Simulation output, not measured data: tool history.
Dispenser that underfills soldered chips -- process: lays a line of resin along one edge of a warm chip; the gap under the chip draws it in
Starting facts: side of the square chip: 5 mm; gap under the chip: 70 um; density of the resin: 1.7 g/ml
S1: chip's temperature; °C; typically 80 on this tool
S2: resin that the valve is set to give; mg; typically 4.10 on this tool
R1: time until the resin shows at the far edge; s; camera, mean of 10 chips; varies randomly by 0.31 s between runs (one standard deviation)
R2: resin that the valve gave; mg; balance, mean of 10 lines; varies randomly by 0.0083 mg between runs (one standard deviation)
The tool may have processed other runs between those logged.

run	day	S1	S2	R1	R2
1	0.000	80	4.10	10.3	4.031
# day 0.167: new syringe of resin
2	0.350	80	3.57	7.1	3.477
3	0.604	80	3.57	10.6	3.449
# day 0.854: new syringe of resin
4	1.083	80	3.57	8.5	3.453
# day 1.408: dispensing valve cleaned and set on the balance
# day 1.588: new syringe of resin
5	1.588	80	4.10	6.2	4.081
6	1.792	80	4.10	7.0	4.075
7	2.229	80	4.10	11.9	4.057
# day 2.279: new syringe of resin
8	2.538	80	4.10	7.8	4.034
# day 2.971: new syringe of resin
9	2.971	83	4.10	5.5	4.023
10	3.175	83	4.10	6.1	4.020
11	3.642	80	4.10	12.7	3.978
# day 3.688: new syringe of resin
12	3.979	85	4.10	6.7	3.962
# day 4.346: dispensing valve cleaned and set on the balance
13	4.375	80	4.10	12.6	4.092
# day 4.429: new syringe of resin
14	4.854	80	4.10	9.5	4.051
# day 5.142: new syringe of resin
15	5.296	80	4.10	6.5	4.042
16	5.712	80	3.81	11.4	3.720
# day 5.842: new syringe of resin
17	6.067	80	4.10	7.9	3.997
18	6.479	80	4.10	11.8	3.988
# day 6.538: new syringe of resin
19	6.921	72	4.10	13.4	3.965
20	7.192	72	4.10	18.3	3.941
# day 7.238: new syringe of resin
# day 7.317: dispensing valve cleaned and set on the balance
21	7.521	95	4.97	4.2	4.953
22	7.879	95	4.97	5.7	4.931
# day 7.967: new syringe of resin
23	8.358	95	4.97	4.5	4.907
# day 8.658: new syringe of resin
24	8.658	82	4.68	5.2	4.596
25	8.962	77	4.16	9.9	4.091
26	9.229	71	3.93	17.8	3.832
# day 9.346: new syringe of resin
27	9.700	75	4.68	10.7	4.539
28	9.946	89	4.19	8.1	4.046
# day 10.033: new syringe of resin
# day 10.279: dispensing valve cleaned and set on the balance
29	10.400	89	4.19	6.0	4.203
# day 10.758: new syringe of resin
30	10.821	89	4.54	4.4	4.526
31	11.250	74	4.43	14.3	4.397
# day 11.462: new syringe of resin
32	11.708	94	3.55	4.5	3.494
33	11.917	68	4.30	18.1	4.225
# day 12.171: new syringe of resin
34	12.175	80	4.39	6.3	4.323
35	12.400	86	4.47	5.4	4.371

What if the next run were any one of these 5? Each begins from the tool's condition after run 35:
A	12.788	69	4.17	?	?
B	12.788	80	3.61	?	?
C	12.788	80	4.45	?	?
D	12.788	71	3.98	?	?
E	12.788	88	3.90	?	?

run	R1	R2
A	21.0	4.052
B	12.4	3.509
C	12.0	4.324
D	19.6	3.862
E	8.4	3.785
Without the tool's hidden state the same runs would have given:
run	R1	R2
A	9.7	4.170
B	5.5	3.611
C	5.5	4.449
D	9.1	3.974
E	3.7	3.894

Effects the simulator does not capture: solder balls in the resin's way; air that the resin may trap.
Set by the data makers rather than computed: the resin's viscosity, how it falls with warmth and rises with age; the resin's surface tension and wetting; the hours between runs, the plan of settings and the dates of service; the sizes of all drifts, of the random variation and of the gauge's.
